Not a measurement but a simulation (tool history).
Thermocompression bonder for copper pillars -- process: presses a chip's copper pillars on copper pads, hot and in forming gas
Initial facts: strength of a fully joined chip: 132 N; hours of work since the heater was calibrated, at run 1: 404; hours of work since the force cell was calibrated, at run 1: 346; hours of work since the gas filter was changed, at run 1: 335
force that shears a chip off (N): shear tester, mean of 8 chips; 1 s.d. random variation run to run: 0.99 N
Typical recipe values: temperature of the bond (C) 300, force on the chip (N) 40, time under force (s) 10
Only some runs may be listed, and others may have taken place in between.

run,hour,temperature of the bond (C),force on the chip (N),time under force (s),hours of work since the heater was calibrated,hours of work since the force cell was calibrated,hours of work since the gas filter was changed,force that shears a chip off (N)
1,0.0,300,40,10,404,346,335,74.5
2,13.4,300,40,10,410,352,341,76.3
3,31.5,293,40,10,417,360,349,73.8
4,47.4,300,40,10,424,367,356,74.7
5,56.9,300,27,10,429,372,360,52.6
6,75.1,300,40,10,437,380,368,75.0
7,89.2,300,38,10,443,386,374,71.4
8,112.0,300,38,10,453,396,384,72.5
9,129.4,300,38,10,461,404,392,71.8
10,145.5,300,38,10,468,411,399,71.8
11,157.6,300,38,10,473,416,405,71.3
12,177.9,325,38,10,482,425,414,85.6
13,198.9,325,38,10,491,434,423,84.9
14,217.6,325,38,10,500,442,431,84.8
# hour 226.3: forming gas filter changed
15,236.4,300,30,10,508,451,4,64.7
16,258.4,300,40,27,517,460,14,105.7
17,269.4,300,40,27,522,465,19,103.1
# hour 272.4: force cell calibrated
18,281.4,271,40,10,527,4,24,63.5
19,300.1,300,40,10,535,12,32,82.5
20,312.5,300,40,10,541,18,37,80.7
21,330.7,317,37,12,549,26,45,89.9
22,343.1,317,37,12,554,31,51,90.4
# hour 346.2: heater calibrated with a thermocouple chip
23,360.2,276,28,10,6,38,58,50.3
24,381.5,314,43,8,16,47,67,96.2
# hour 394.7: force cell calibrated, once more
25,404.2,283,43,15,25,4,76,87.5
26,418.2,300,38,14,31,10,83,89.0
27,433.7,273,34,6,38,17,89,47.3
28,448.4,329,35,10,44,24,96,90.4
29,458.5,313,35,14,49,28,100,92.3
30,480.9,301,45,14,59,38,110,98.8
31,493.4,298,36,18,64,44,116,91.3
32,508.4,298,36,18,71,50,122,89.4
33,531.5,297,57,27,81,60,133,117.5
34,546.4,305,54,15,88,67,139,109.6
35,569.3,281,25,10,98,77,149,43.1
36,584.1,313,40,5,104,84,156,73.7
37,599.0,313,40,5,111,90,162,72.5
38,620.6,329,26,6,121,100,172,58.7
39,643.1,307,38,10,130,110,182,82.3
40,666.2,300,33,12,141,120,192,75.0

Across each entry between runs, compare the hidden state at the last listed run before it with the hidden state at the first listed run after it:
After run 14, before run 15: forming gas filter changed (hour 226.3)
  true temperature of the bond over the reading, C: -8.9 -> -9; oxide that the forming gas leaves, % of the face: 8.83 -> 0.6
  measured value less the no-hidden-state value, force that shears a chip off (N): -11.2 -> -4.0
After run 17, before run 18: force cell calibrated (hour 272.4)
  true temperature of the bond over the reading, C: -9.2 -> -9.3; force that reaches the chip, % of what is set: 102.6 -> 104.4; oxide that the forming gas leaves, % of the face: 0.87 -> 0.97
  measured value less the no-hidden-state value, force that shears a chip off (N): -4.0 -> -3.9
After run 22, before run 23: heater calibrated with a thermocouple chip (hour 346.2)
  true temperature of the bond over the reading, C: -9.7 -> 0.5; oxide that the forming gas leaves, % of the face: 1.49 -> 1.61
  measured value less the no-hidden-state value, force that shears a chip off (N): -3.8 -> +2.0
After run 24, before run 25: force cell calibrated, once more (hour 394.7)
  true temperature of the bond over the reading, C: 0.3 -> 0.2; force that reaches the chip, % of what is set: 104.6 -> 100.3; oxide that the forming gas leaves, % of the face: 1.79 -> 1.97
  measured value less the no-hidden-state value, force that shears a chip off (N): +1.8 -> -1.0
